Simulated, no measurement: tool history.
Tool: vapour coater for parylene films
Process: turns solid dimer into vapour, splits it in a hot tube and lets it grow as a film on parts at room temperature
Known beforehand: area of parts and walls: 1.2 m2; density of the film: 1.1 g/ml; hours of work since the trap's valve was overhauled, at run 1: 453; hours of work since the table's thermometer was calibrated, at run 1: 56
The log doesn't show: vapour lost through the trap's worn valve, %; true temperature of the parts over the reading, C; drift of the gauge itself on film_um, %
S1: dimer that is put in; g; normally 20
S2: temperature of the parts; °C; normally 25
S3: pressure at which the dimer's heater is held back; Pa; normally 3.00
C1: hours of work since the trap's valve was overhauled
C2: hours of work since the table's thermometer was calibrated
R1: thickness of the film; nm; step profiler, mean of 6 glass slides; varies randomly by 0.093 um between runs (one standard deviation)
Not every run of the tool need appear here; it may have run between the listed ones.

Run 1, hour 0.0: usual settings; C1 453; C2 56. Result: R1 11320 nm.
Run 2, hour 24.7: usual settings; C1 468; C2 71. Result: R1 11420 nm.
Run 3, hour 61.1: usual settings; C1 490; C2 94. Result: R1 11310 nm.
Run 4, hour 93.0: usual settings; C1 509; C2 113. Result: R1 11270 nm.
Run 5, hour 130.8: usual settings; C1 532; C2 136. Result: R1 11270 nm.
Run 6, hour 162.7: usual settings; C1 551; C2 155. Result: R1 11420 nm.
Run 7, hour 202.4: usual settings; C1 575; C2 179. Result: R1 11460 nm.
Run 8, hour 227.9: usual settings; C1 591; C2 195. Result: R1 11380 nm.
Run 9, hour 262.4: usual settings; C1 612; C2 215. Result: R1 11200 nm.
Run 10, hour 287.3: usual settings; C1 627; C2 230. Result: R1 11510 nm.
Run 11, hour 310.5: usual settings; C1 641; C2 245. Result: R1 11330 nm.
At hour 350.7: trap's valve overhauled.
Run 12, hour 352.8: usual settings; C1 1; C2 268. Result: R1 11580 nm.
Run 13, hour 392.4: usual settings; C1 25; C2 292. Result: R1 11580 nm.
Run 14, hour 411.4: usual settings; C1 37; C2 303. Result: R1 11460 nm.
Run 15, hour 428.9: usual settings; C1 47; C2 314. Result: R1 11270 nm.
Run 16, hour 447.8: usual settings but S3 11.01 Pa; C1 59; C2 325. Result: R1 10080 nm.
Run 17, hour 469.2: usual settings but S3 11.01 Pa; C1 72; C2 338. Result: R1 9940 nm.
Run 18, hour 507.3: usual settings but S3 6.01 Pa; C1 95; C2 361. Result: R1 10740 nm.
Run 19, hour 539.9: usual settings but S2 19 °C; C1 115; C2 381. Result: R1 14780 nm.
Run 20, hour 580.0: usual settings but S2 34 °C; C1 139; C2 405. Result: R1 7400 nm.
Run 21, hour 601.6: usual settings; C1 152; C2 418. Result: R1 11370 nm.
Run 22, hour 642.1: usual settings but S1 11 g, S2 23 °C, S3 4.16 Pa; C1 177; C2 443. Result: R1 6740 nm.
Run 23, hour 665.2: usual settings but S1 15 g; C1 190; C2 457. Result: R1 8540 nm.
Run 24, hour 705.1: usual settings but S1 15 g, S2 19 °C, S3 6.65 Pa; C1 215; C2 481. Result: R1 10600 nm.
Run 25, hour 741.9: usual settings but S1 15 g, S2 19 °C, S3 6.65 Pa; C1 237; C2 503. Result: R1 10580 nm.
Run 26, hour 773.8: usual settings but S1 16 g, S2 19 °C, S3 6.65 Pa; C1 256; C2 523. Result: R1 11430 nm.
Run 27, hour 804.5: usual settings but S1 9 g, S2 21 °C, S3 5.48 Pa; C1 275; C2 541. Result: R1 5820 nm.
Run 28, hour 843.0: usual settings but S1 9 g, S2 21 °C, S3 5.48 Pa; C1 298; C2 565. Result: R1 5820 nm.
Run 29, hour 868.2: usual settings but S1 30 g, S2 21 °C, S3 2.55 Pa; C1 313; C2 580. Result: R1 21090 nm.
Run 30, hour 897.1: usual settings but S1 25 g, S2 29 °C, S3 9.88 Pa; C1 331; C2 597. Result: R1 10600 nm.
Run 31, hour 917.7: usual settings but S1 31 g, S2 28 °C, S3 3.52 Pa; C1 343; C2 610. Result: R1 15230 nm.
Run 32, hour 939.3: usual settings but S1 14 g, S2 31 °C, S3 3.52 Pa; C1 356; C2 623. Result: R1 5900 nm.
Run 33, hour 974.2: usual settings but S2 20 °C, S3 3.93 Pa; C1 378; C2 644. Result: R1 14130 nm.
Run 34, hour 1013.8: usual settings but S1 28 g, S2 18 °C, S3 5.58 Pa; C1 402; C2 668. Result: R1 20900 nm.
Run 35, hour 1045.2: usual settings but S1 18 g, S2 24 °C, S3 2.55 Pa; C1 421; C2 687. Result: R1 10850 nm.
Run 36, hour 1077.9: usual settings but S1 18 g, S2 24 °C, S3 2.55 Pa; C1 440; C2 707. Result: R1 10960 nm.
Run 37, hour 1109.8: usual settings but S1 15 g, S3 5.63 Pa; C1 460; C2 726. Result: R1 8080 nm.
Run 38, hour 1135.5: usual settings but S1 23 g, S3 4.41 Pa; C1 475; C2 742. Result: R1 12630 nm.
Run 39, hour 1156.0: usual settings but S2 35 °C, S3 10.18 Pa; C1 488; C2 754. Result: R1 6380 nm.
Run 40, hour 1176.7: usual settings but S2 35 °C, S3 10.18 Pa; C1 500; C2 767. Result: R1 6220 nm.
Run 41, hour 1201.7: usual settings but S1 30 g, S2 34 °C, S3 2.26 Pa; C1 515; C2 782. Result: R1 11280 nm.
Run 42, hour 1233.9: usual settings but S1 15 g; C1 535; C2 801. Result: R1 8530 nm.

Branching from run 42: 5 alternative next runs. What would each branch give?
Run A, hour 1263.9: usual settings but S1 15 g, S2 28 °C; C1 553; C2 820. Result: R1 ?.
Run B, hour 1263.9: usual settings but S3 4.89 Pa; C1 553; C2 820. Result: R1 ?.
Run C, hour 1263.9: usual settings but S1 15 g, S3 2.19 Pa; C1 553; C2 820. Result: R1 ?.
Run D, hour 1263.9: usual settings but S3 7.65 Pa; C1 553; C2 820. Result: R1 ?.
Run E, hour 1263.9: usual settings but S1 10 g, S2 20 °C, S3 11.72 Pa; C1 553; C2 820. Result: R1 ?.

run     R1
  A   7380
  B  10980
  C   8700
  D  10580
  E   6390
Without the tool's unlogged condition, the same runs would have read:
run     R1
  A   7400
  B  11020
  C   8730
  D  10620
  E   6410
